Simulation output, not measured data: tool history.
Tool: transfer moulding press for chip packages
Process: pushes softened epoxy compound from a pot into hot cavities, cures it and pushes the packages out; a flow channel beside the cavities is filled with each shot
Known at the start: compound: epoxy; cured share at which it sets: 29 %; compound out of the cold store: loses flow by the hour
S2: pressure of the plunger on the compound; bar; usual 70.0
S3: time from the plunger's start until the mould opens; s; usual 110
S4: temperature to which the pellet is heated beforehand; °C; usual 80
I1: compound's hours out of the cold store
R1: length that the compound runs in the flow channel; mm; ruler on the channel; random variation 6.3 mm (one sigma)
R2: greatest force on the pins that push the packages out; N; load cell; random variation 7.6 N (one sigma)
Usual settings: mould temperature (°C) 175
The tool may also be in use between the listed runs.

{"run": 1, "hour": 0.0, "mould temperature (°C)": 175, "S2": 70.0, "S3": 110, "S4": 80, "I1": 10.6, "R1": 706, "R2": 483}
{"run": 2, "hour": 4.8, "mould temperature (°C)": 175, "S2": 82.0, "S3": 110, "S4": 80, "I1": 44.7, "R1": 713, "R2": 498}
{"run": 3, "hour": 11.3, "mould temperature (°C)": 175, "S2": 82.0, "S3": 110, "S4": 80, "I1": 32.0, "R1": 723, "R2": 507}
{"run": 4, "hour": 22.2, "mould temperature (°C)": 175, "S2": 82.0, "S3": 117, "S4": 80, "I1": 19.8, "R1": 738, "R2": 466}
{"run": 5, "hour": 33.3, "mould temperature (°C)": 175, "S2": 70.0, "S3": 110, "S4": 80, "I1": 39.6, "R1": 651, "R2": 540}
{"hour": 37.4, "done": "cavities cleaned with cleaning compound and waxed"}
{"run": 6, "hour": 40.1, "mould temperature (°C)": 175, "S2": 70.0, "S3": 110, "S4": 80, "I1": 42.6, "R1": 666, "R2": 329}
{"run": 7, "hour": 49.5, "mould temperature (°C)": 167, "S2": 70.0, "S3": 110, "S4": 80, "I1": 47.5, "R1": 675, "R2": 615}
{"run": 8, "hour": 54.1, "mould temperature (°C)": 175, "S2": 68.7, "S3": 110, "S4": 80, "I1": 25.2, "R1": 664, "R2": 396}
{"run": 9, "hour": 59.0, "mould temperature (°C)": 175, "S2": 70.0, "S3": 110, "S4": 80, "I1": 10.7, "R1": 697, "R2": 411}
{"run": 10, "hour": 66.7, "mould temperature (°C)": 175, "S2": 74.5, "S3": 110, "S4": 80, "I1": 9.6, "R1": 727, "R2": 429}
{"run": 11, "hour": 74.3, "mould temperature (°C)": 175, "S2": 70.0, "S3": 106, "S4": 80, "I1": 23.6, "R1": 685, "R2": 454}
{"run": 12, "hour": 81.4, "mould temperature (°C)": 175, "S2": 70.0, "S3": 110, "S4": 80, "I1": 19.3, "R1": 683, "R2": 451}
{"run": 13, "hour": 87.3, "mould temperature (°C)": 175, "S2": 70.0, "S3": 110, "S4": 80, "I1": 10.6, "R1": 695, "R2": 478}
{"run": 14, "hour": 93.5, "mould temperature (°C)": 171, "S2": 70.0, "S3": 143, "S4": 76, "I1": 44.1, "R1": 653, "R2": 429}
{"run": 15, "hour": 99.5, "mould temperature (°C)": 171, "S2": 79.4, "S3": 99, "S4": 72, "I1": 25.3, "R1": 736, "R2": 824}
{"run": 16, "hour": 105.4, "mould temperature (°C)": 175, "S2": 70.0, "S3": 104, "S4": 88, "I1": 31.4, "R1": 668, "R2": 535}
{"run": 17, "hour": 114.9, "mould temperature (°C)": 181, "S2": 53.7, "S3": 118, "S4": 86, "I1": 41.1, "R1": 555, "R2": 426}
{"run": 18, "hour": 120.7, "mould temperature (°C)": 181, "S2": 74.5, "S3": 135, "S4": 87, "I1": 16.0, "R1": 691, "R2": 411}
{"hour": 125.1, "done": "cavities cleaned with cleaning compound and waxed"}
{"run": 19, "hour": 128.0, "mould temperature (°C)": 175, "S2": 70.0, "S3": 135, "S4": 78, "I1": 38.4, "R1": 651, "R2": 262}
{"run": 20, "hour": 138.1, "mould temperature (°C)": 175, "S2": 70.0, "S3": 135, "S4": 78, "I1": 46.8, "R1": 633, "R2": 296}
{"run": 21, "hour": 147.2, "mould temperature (°C)": 173, "S2": 55.3, "S3": 135, "S4": 78, "I1": 37.2, "R1": 596, "R2": 350}
{"run": 22, "hour": 154.3, "mould temperature (°C)": 173, "S2": 55.3, "S3": 135, "S4": 78, "I1": 25.1, "R1": 599, "R2": 375}
{"run": 23, "hour": 164.9, "mould temperature (°C)": 175, "S2": 75.3, "S3": 132, "S4": 72, "I1": 31.3, "R1": 684, "R2": 381}
{"run": 24, "hour": 173.8, "mould temperature (°C)": 167, "S2": 70.0, "S3": 127, "S4": 80, "I1": 18.6, "R1": 719, "R2": 626}

Forecast each of these 5 alternatives for the next run:
{"run": "A", "hour": 183.2, "mould temperature (°C)": 180, "S2": 76.5, "S3": 104, "S4": 80, "I1": 39.7, "R1": "?", "R2": "?"}
{"run": "B", "hour": 183.2, "mould temperature (°C)": 175, "S2": 70.0, "S3": 95, "S4": 80, "I1": 29.9, "R1": "?", "R2": "?"}
{"run": "C", "hour": 183.2, "mould temperature (°C)": 175, "S2": 70.0, "S3": 101, "S4": 70, "I1": 20.4, "R1": "?", "R2": "?"}
{"run": "D", "hour": 183.2, "mould temperature (°C)": 175, "S2": 70.0, "S3": 150, "S4": 80, "I1": 21.2, "R1": "?", "R2": "?"}
{"run": "E", "hour": 183.2, "mould temperature (°C)": 182, "S2": 70.0, "S3": 127, "S4": 80, "I1": 46.8, "R1": "?", "R2": "?"}

run=A R1=664 R2=434
run=B R1=664 R2=635
run=C R1=662 R2=581
run=D R1=680 R2=401
run=E R1=620 R2=386
Without the tool's hidden state the same runs would have given:
run=A R1=706 R2=278
run=B R1=707 R2=415
run=C R1=705 R2=379
run=D R1=723 R2=254
run=E R1=659 R2=243
